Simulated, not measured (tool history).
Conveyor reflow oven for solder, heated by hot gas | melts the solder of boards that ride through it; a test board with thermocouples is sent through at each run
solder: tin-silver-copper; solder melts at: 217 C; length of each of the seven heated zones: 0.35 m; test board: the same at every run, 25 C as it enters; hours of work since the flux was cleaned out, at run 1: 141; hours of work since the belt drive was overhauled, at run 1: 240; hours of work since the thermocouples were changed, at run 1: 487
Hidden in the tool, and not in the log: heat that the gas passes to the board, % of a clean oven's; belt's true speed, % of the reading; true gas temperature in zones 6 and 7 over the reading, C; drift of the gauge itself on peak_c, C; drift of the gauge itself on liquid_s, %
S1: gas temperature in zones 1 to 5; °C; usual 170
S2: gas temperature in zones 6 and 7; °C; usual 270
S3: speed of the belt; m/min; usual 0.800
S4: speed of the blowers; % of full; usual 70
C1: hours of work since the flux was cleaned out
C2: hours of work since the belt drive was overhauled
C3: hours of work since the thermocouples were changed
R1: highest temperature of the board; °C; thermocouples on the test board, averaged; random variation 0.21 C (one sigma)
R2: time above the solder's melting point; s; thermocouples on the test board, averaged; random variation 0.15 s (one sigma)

run	hour	S1	S2	S3	S4	C1	C2	C3	R1	R2
1	0.0	170	270	0.800	70	141	240	487	255.0	39.7
2	40.2	170	270	0.800	70	158	257	504	255.2	39.7
3	67.4	170	270	0.800	70	170	268	516	255.0	39.8
4	105.1	170	270	0.800	70	186	284	532	254.8	39.6
5	145.8	170	270	0.800	76	203	302	549	255.6	40.3
6	177.4	184	270	0.800	70	217	315	563	257.1	44.1
7	214.9	184	270	0.800	70	233	331	579	256.7	44.0
8	239.8	184	270	0.800	70	243	342	590	257.1	44.1
9	270.2	184	270	0.800	70	256	355	603	256.7	44.1
10	290.9	184	270	0.800	70	265	364	611	256.5	44.1
11	327.8	170	275	0.800	70	281	380	627	258.5	41.6
12	349.7	170	270	0.738	70	290	389	637	256.6	44.1
13	393.0	170	270	0.738	70	309	407	655	256.6	44.3
14	432.1	170	270	0.800	70	326	424	672	254.3	38.8
15	464.0	170	259	0.770	70	339	438	685	245.1	36.0
16	494.8	170	259	0.770	70	352	451	699	245.2	36.2
# hour 500.8: belt drive overhauled, speed set with a stopwatch
17	516.8	170	259	0.770	70	360	7	706	245.0	36.2
18	536.0	170	271	0.800	83	368	15	714	256.4	40.5
19	570.8	170	271	0.800	83	383	30	729	256.2	40.5
20	607.8	170	280	0.800	83	399	46	745	264.4	43.8
21	652.7	170	270	0.800	62	418	65	764	251.7	37.4
22	687.9	170	270	0.800	62	433	80	779	251.6	37.5
23	726.7	170	270	0.758	61	450	97	796	253.1	40.9
# hour 749.2: belt drive overhauled, speed set with a stopwatch, once more
24	749.2	170	270	0.758	61	458	0	804	252.8	40.6
25	792.9	170	270	0.758	61	477	19	823	252.6	40.5
# hour 816.3: flux residue cleaned out of gas plates and filters
26	833.4	156	277	0.800	54	7	34	838	256.0	37.0
27	868.1	156	277	0.800	54	22	49	853	256.4	36.6
28	903.8	156	277	0.800	54	37	64	868	255.9	36.7

Forecast each of these 4 alternatives for the next run:
A	935.8	177	268	0.672	54	51	78	881	?	?
B	935.8	165	277	0.800	54	51	78	881	?	?
C	935.8	170	270	0.836	70	51	78	881	?	?
D	935.8	169	278	0.800	87	51	78	881	?	?

run	R1	R2
A	257.3	51.1
B	257.8	39.3
C	254.9	38.0
D	266.0	44.1
Without the tool's hidden state the same runs would have given:
run	R1	R2
A	256.2	50.5
B	256.9	38.9
C	254.0	37.6
D	265.1	43.8
